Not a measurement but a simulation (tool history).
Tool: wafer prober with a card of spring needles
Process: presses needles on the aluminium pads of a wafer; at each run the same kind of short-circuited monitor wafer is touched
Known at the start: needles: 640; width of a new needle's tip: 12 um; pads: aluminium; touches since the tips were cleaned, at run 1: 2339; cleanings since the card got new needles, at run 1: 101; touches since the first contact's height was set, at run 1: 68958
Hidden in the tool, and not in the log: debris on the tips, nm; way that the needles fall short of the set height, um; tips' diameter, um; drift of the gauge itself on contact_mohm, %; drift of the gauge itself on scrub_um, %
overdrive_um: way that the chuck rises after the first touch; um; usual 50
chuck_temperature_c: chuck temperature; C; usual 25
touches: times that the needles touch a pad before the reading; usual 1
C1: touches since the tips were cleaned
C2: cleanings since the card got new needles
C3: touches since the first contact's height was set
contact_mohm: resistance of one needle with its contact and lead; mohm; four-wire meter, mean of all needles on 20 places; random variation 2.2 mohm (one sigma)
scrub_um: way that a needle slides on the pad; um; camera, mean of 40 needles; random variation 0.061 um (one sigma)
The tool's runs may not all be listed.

{"run": 1, "hour": 0.0, "overdrive_um": 50, "chuck_temperature_c": 25, "touches": 1, "C1": 2339, "C2": 101, "C3": 68958, "contact_mohm": 238, "scrub_um": 6.72}
{"hour": 2.2, "done": "tips cleaned on abrasive film"}
{"hour": 12.0, "done": "tips cleaned on abrasive film"}
{"run": 2, "hour": 20.1, "overdrive_um": 50, "chuck_temperature_c": 25, "touches": 1, "C1": 2357, "C2": 103, "C3": 74699, "contact_mohm": 242, "scrub_um": 6.68}
{"hour": 21.8, "done": "tips cleaned on abrasive film"}
{"hour": 31.6, "done": "tips cleaned on abrasive film"}
{"run": 3, "hour": 39.6, "overdrive_um": 50, "chuck_temperature_c": 25, "touches": 1, "C1": 2290, "C2": 105, "C3": 80235, "contact_mohm": 238, "scrub_um": 6.66}
{"hour": 41.8, "done": "tips cleaned on abrasive film"}
{"hour": 52.0, "done": "tips cleaned on abrasive film"}
{"hour": 61.7, "done": "tips cleaned on abrasive film"}
{"hour": 71.8, "done": "tips cleaned on abrasive film"}
{"run": 4, "hour": 74.2, "overdrive_um": 50, "chuck_temperature_c": 25, "touches": 1, "C1": 691, "C2": 109, "C3": 90096, "contact_mohm": 237, "scrub_um": 6.72}
{"hour": 81.1, "done": "tips cleaned on abrasive film"}
{"hour": 91.1, "done": "tips cleaned on abrasive film"}
{"hour": 100.6, "done": "tips cleaned on abrasive film"}
{"run": 5, "hour": 106.3, "overdrive_um": 50, "chuck_temperature_c": 96, "touches": 1, "C1": 1630, "C2": 112, "C3": 99240, "contact_mohm": 258, "scrub_um": 6.81}
{"hour": 110.5, "done": "tips cleaned on abrasive film"}
{"hour": 120.7, "done": "tips cleaned on abrasive film"}
{"run": 6, "hour": 121.3, "overdrive_um": 50, "chuck_temperature_c": 96, "touches": 1, "C1": 155, "C2": 114, "C3": 103507, "contact_mohm": 254, "scrub_um": 6.76}
{"hour": 131.2, "done": "tips cleaned on abrasive film"}
{"hour": 141.1, "done": "tips cleaned on abrasive film"}
{"run": 7, "hour": 145.1, "overdrive_um": 50, "chuck_temperature_c": 96, "touches": 1, "C1": 1139, "C2": 116, "C3": 110305, "contact_mohm": 261, "scrub_um": 6.73}
{"hour": 151.4, "done": "tips cleaned on abrasive film"}
{"hour": 159.9, "done": "tips cleaned on abrasive film"}
{"run": 8, "hour": 168.1, "overdrive_um": 50, "chuck_temperature_c": 96, "touches": 1, "C1": 2365, "C2": 118, "C3": 116871, "contact_mohm": 259, "scrub_um": 6.62}
{"hour": 170.3, "done": "tips cleaned on abrasive film"}
{"hour": 178.7, "done": "tips cleaned on abrasive film"}
{"hour": 187.8, "done": "tips cleaned on abrasive film"}
{"hour": 197.8, "done": "tips cleaned on abrasive film"}
{"run": 9, "hour": 201.0, "overdrive_um": 50, "chuck_temperature_c": 96, "touches": 1, "C1": 935, "C2": 122, "C3": 126240, "contact_mohm": 259, "scrub_um": 6.65}
{"hour": 207.4, "done": "tips cleaned on abrasive film"}
{"hour": 217.5, "done": "tips cleaned on abrasive film"}
{"run": 10, "hour": 221.1, "overdrive_um": 50, "chuck_temperature_c": 96, "touches": 1, "C1": 1026, "C2": 124, "C3": 131966, "contact_mohm": 260, "scrub_um": 6.74}
{"hour": 227.0, "done": "tips cleaned on abrasive film"}
{"hour": 236.8, "done": "tips cleaned on abrasive film"}
{"run": 11, "hour": 244.0, "overdrive_um": 50, "chuck_temperature_c": 96, "touches": 1, "C1": 2086, "C2": 126, "C3": 138509, "contact_mohm": 264, "scrub_um": 6.74}
{"hour": 246.1, "done": "tips cleaned on abrasive film"}
{"hour": 255.6, "done": "tips cleaned on abrasive film"}
{"hour": 264.9, "done": "tips cleaned on abrasive film"}
{"run": 12, "hour": 264.9, "overdrive_um": 50, "chuck_temperature_c": 96, "touches": 1, "C1": 0, "C2": 129, "C3": 144442, "contact_mohm": 263, "scrub_um": 6.61}
{"hour": 274.7, "done": "tips cleaned on abrasive film"}
{"hour": 284.9, "done": "tips cleaned on abrasive film"}
{"run": 13, "hour": 287.9, "overdrive_um": 50, "chuck_temperature_c": 96, "touches": 1, "C1": 847, "C2": 131, "C3": 150993, "contact_mohm": 255, "scrub_um": 6.6}
{"hour": 293.8, "done": "tips cleaned on abrasive film"}
{"hour": 303.9, "done": "tips cleaned on abrasive film"}
{"hour": 314.2, "done": "tips cleaned on abrasive film"}
{"run": 14, "hour": 322.3, "overdrive_um": 50, "chuck_temperature_c": 96, "touches": 1, "C1": 2311, "C2": 134, "C3": 160803, "contact_mohm": 262, "scrub_um": 6.77}
{"hour": 324.4, "done": "tips cleaned on abrasive film"}
{"hour": 333.9, "done": "tips cleaned on abrasive film"}
{"hour": 342.3, "done": "tips cleaned on abrasive film"}
{"hour": 351.8, "done": "tips cleaned on abrasive film"}
{"run": 15, "hour": 357.6, "overdrive_um": 50, "chuck_temperature_c": 96, "touches": 1, "C1": 1672, "C2": 138, "C3": 170868, "contact_mohm": 260, "scrub_um": 6.66}
{"hour": 361.8, "done": "tips cleaned on abrasive film"}
{"hour": 372.3, "done": "tips cleaned on abrasive film"}
{"hour": 381.8, "done": "tips cleaned on abrasive film"}
{"run": 16, "hour": 390.0, "overdrive_um": 50, "chuck_temperature_c": 96, "touches": 1, "C1": 2375, "C2": 141, "C3": 180110, "contact_mohm": 262, "scrub_um": 6.72}
{"hour": 391.9, "done": "tips cleaned on abrasive film"}
{"hour": 400.4, "done": "tips cleaned on abrasive film"}
{"hour": 409.8, "done": "tips cleaned on abrasive film"}
{"hour": 420.2, "done": "tips cleaned on abrasive film"}
{"run": 17, "hour": 424.6, "overdrive_um": 33, "chuck_temperature_c": 25, "touches": 2, "C1": 1259, "C2": 145, "C3": 189943, "contact_mohm": 246, "scrub_um": 4.5}
{"hour": 430.2, "done": "tips cleaned on abrasive film"}
{"hour": 440.3, "done": "tips cleaned on abrasive film"}
{"hour": 449.7, "done": "tips cleaned on abrasive film"}
{"hour": 459.1, "done": "tips cleaned on abrasive film"}
{"run": 18, "hour": 459.8, "overdrive_um": 33, "chuck_temperature_c": 25, "touches": 2, "C1": 225, "C2": 149, "C3": 199991, "contact_mohm": 244, "scrub_um": 4.55}
{"hour": 468.0, "done": "tips cleaned on abrasive film"}
{"hour": 478.3, "done": "tips cleaned on abrasive film"}
{"hour": 487.3, "done": "tips cleaned on abrasive film"}
{"run": 19, "hour": 487.3, "overdrive_um": 47, "chuck_temperature_c": 40, "touches": 2, "C1": 0, "C2": 152, "C3": 207799, "contact_mohm": 244, "scrub_um": 6.35}
{"hour": 491.7, "done": "height of the first contact set anew"}
{"hour": 497.5, "done": "tips cleaned on abrasive film"}
{"hour": 507.8, "done": "tips cleaned on abrasive film"}
{"run": 20, "hour": 507.8, "overdrive_um": 37, "chuck_temperature_c": 92, "touches": 1, "C1": 0, "C2": 154, "C3": 4567, "contact_mohm": 267, "scrub_um": 4.96}
{"hour": 517.9, "done": "tips cleaned on abrasive film"}
{"hour": 528.1, "done": "tips cleaned on abrasive film"}
{"hour": 538.6, "done": "tips cleaned on abrasive film"}
{"run": 21, "hour": 540.5, "overdrive_um": 54, "chuck_temperature_c": 108, "touches": 1, "C1": 543, "C2": 157, "C3": 13887, "contact_mohm": 263, "scrub_um": 7.19}

The next listed run, before its measurement:
{"hour": 548.3, "done": "tips cleaned on abrasive film"}
{"hour": 558.3, "done": "tips cleaned on abrasive film"}
{"hour": 568.2, "done": "tips cleaned on abrasive film"}
{"run": 22, "hour": 572.6, "overdrive_um": 54, "chuck_temperature_c": 108, "touches": 1, "C1": 1267, "C2": 160, "C3": 23060, "contact_mohm": "?", "scrub_um": "?"}

Run 22 gave contact_mohm 263 mohm, scrub_um 7.17 um.
Without the tool's hidden state the same run would have given contact_mohm 263 mohm, scrub_um 7.17 um.
